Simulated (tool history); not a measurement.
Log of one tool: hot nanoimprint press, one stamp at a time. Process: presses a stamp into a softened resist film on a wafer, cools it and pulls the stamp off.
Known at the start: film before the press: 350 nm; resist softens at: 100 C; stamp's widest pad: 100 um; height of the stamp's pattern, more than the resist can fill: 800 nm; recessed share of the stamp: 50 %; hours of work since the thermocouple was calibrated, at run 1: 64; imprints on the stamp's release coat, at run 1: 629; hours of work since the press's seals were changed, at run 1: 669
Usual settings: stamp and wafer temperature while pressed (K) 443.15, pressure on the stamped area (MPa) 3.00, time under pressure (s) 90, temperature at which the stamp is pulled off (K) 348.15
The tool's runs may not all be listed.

| run | hour | stamp and wafer temperature while pressed (K) | pressure on the stamped area (MPa) | time under pressure (s) | temperature at which the stamp is pulled off (K) | hours of work since the thermocouple was calibrated | imprints on the stamp's release coat | hours of work since the press's seals were changed | resist left under the stamp's widest pad (angstrom) | greatest force while the stamp is pulled off (N) |
|---|---|---|---|---|---|---|---|---|---|---|
| 1 | 0.0 | 443.15 | 3.00 | 90 | 348.15 | 64 | 629 | 669 | 1525 | 125 |
|  | 16.7 | stamp cleaned and given a new release coat |
| 2 | 24.6 | 443.15 | 3.00 | 90 | 348.15 | 76 | 38 | 681 | 1522 | 113 |
| 3 | 45.5 | 443.15 | 3.00 | 90 | 348.15 | 90 | 139 | 695 | 1521 | 116 |
| 4 | 64.3 | 443.15 | 3.00 | 90 | 348.15 | 102 | 229 | 707 | 1528 | 118 |
| 5 | 84.0 | 443.15 | 3.00 | 90 | 348.15 | 115 | 323 | 720 | 1519 | 119 |
| 6 | 116.9 | 443.15 | 3.00 | 90 | 348.15 | 136 | 480 | 742 | 1517 | 125 |
| 7 | 150.7 | 443.15 | 3.00 | 72 | 348.15 | 159 | 642 | 764 | 1620 | 128 |
|  | 161.0 | press's hydraulic seals changed and the load cell set to zero |
|  | 170.2 | stamp cleaned and given a new release coat |
| 8 | 188.8 | 443.15 | 3.00 | 72 | 348.15 | 175 | 89 | 14 | 1586 | 116 |
| 9 | 222.6 | 443.15 | 3.00 | 72 | 348.15 | 197 | 251 | 37 | 1582 | 117 |
| 10 | 252.5 | 443.15 | 3.00 | 72 | 348.15 | 216 | 394 | 56 | 1585 | 121 |
| 11 | 291.0 | 443.15 | 3.00 | 72 | 348.15 | 242 | 578 | 81 | 1573 | 125 |
|  | 317.3 | stamp cleaned and given a new release coat |
| 12 | 327.7 | 443.15 | 3.00 | 72 | 348.15 | 262 | 50 | 102 | 1564 | 112 |
|  | 350.8 | plate thermocouple calibrated |
| 13 | 353.1 | 443.15 | 3.00 | 72 | 348.15 | 2 | 157 | 116 | 1603 | 114 |
| 14 | 374.9 | 443.15 | 3.56 | 90 | 348.15 | 16 | 262 | 131 | 1357 | 117 |
| 15 | 402.1 | 443.15 | 3.56 | 90 | 348.15 | 34 | 392 | 149 | 1346 | 123 |
| 16 | 435.4 | 438.15 | 3.00 | 112 | 348.15 | 56 | 551 | 171 | 1761 | 122 |
|  | 465.7 | stamp cleaned and given a new release coat |
| 17 | 466.9 | 443.15 | 2.44 | 133 | 347.15 | 72 | 5 | 187 | 1434 | 115 |
| 18 | 487.7 | 443.15 | 3.00 | 90 | 334.15 | 86 | 105 | 201 | 1468 | 127 |
| 19 | 522.4 | 440.15 | 3.02 | 90 | 334.15 | 109 | 271 | 224 | 1697 | 131 |
| 20 | 555.9 | 443.15 | 3.00 | 90 | 351.15 | 131 | 432 | 246 | 1463 | 118 |
| 21 | 591.0 | 449.15 | 2.44 | 85 | 337.15 | 154 | 600 | 269 | 1234 | 136 |
|  | 613.0 | stamp cleaned and given a new release coat |
| 22 | 613.5 | 445.15 | 4.70 | 105 | 334.15 | 165 | 2 | 280 | 972 | 123 |
| 23 | 633.4 | 445.15 | 4.70 | 105 | 334.15 | 178 | 98 | 293 | 974 | 126 |
| 24 | 666.7 | 443.15 | 3.00 | 142 | 354.15 | 200 | 257 | 315 | 1230 | 110 |
| 25 | 683.5 | 443.15 | 2.75 | 128 | 336.15 | 211 | 338 | 326 | 1341 | 130 |
| 26 | 718.0 | 443.15 | 2.65 | 75 | 348.15 | 234 | 503 | 349 | 1638 | 120 |
| 27 | 751.7 | 447.15 | 3.00 | 147 | 348.15 | 256 | 664 | 371 | 971 | 125 |
|  | 760.8 | stamp cleaned and given a new release coat |
| 28 | 781.3 | 443.15 | 2.14 | 147 | 348.15 | 271 | 99 | 386 | 1446 | 114 |
|  | 790.4 | plate thermocouple calibrated |
| 29 | 806.3 | 443.15 | 2.14 | 147 | 348.15 | 10 | 204 | 401 | 1527 | 117 |

Forecast each of these 5 alternatives for the next run:
| A | 824.9 | 444.15 | 2.48 | 147 | 348.15 | 23 | 293 | 413 | ? | ? |
| B | 824.9 | 443.15 | 2.14 | 65 | 348.15 | 23 | 293 | 413 | ? | ? |
| C | 824.9 | 443.15 | 1.94 | 90 | 348.15 | 23 | 293 | 413 | ? | ? |
| D | 824.9 | 443.15 | 2.91 | 72 | 335.15 | 23 | 293 | 413 | ? | ? |
| E | 824.9 | 435.15 | 2.71 | 147 | 348.15 | 23 | 293 | 413 | ? | ? |

| run | resist left under the stamp's widest pad (angstrom) | greatest force while the stamp is pulled off (N) |
|---|---|---|
| A | 1342 | 118 |
| B | 1982 | 120 |
| C | 1888 | 119 |
| D | 1665 | 127 |
| E | 2029 | 120 |
Without the tool's hidden state the same runs would have given:
| run | resist left under the stamp's widest pad (angstrom) | greatest force while the stamp is pulled off (N) |
|---|---|---|
| A | 1324 | 112 |
| B | 1963 | 114 |
| C | 1871 | 113 |
| D | 1640 | 120 |
| E | 2004 | 113 |

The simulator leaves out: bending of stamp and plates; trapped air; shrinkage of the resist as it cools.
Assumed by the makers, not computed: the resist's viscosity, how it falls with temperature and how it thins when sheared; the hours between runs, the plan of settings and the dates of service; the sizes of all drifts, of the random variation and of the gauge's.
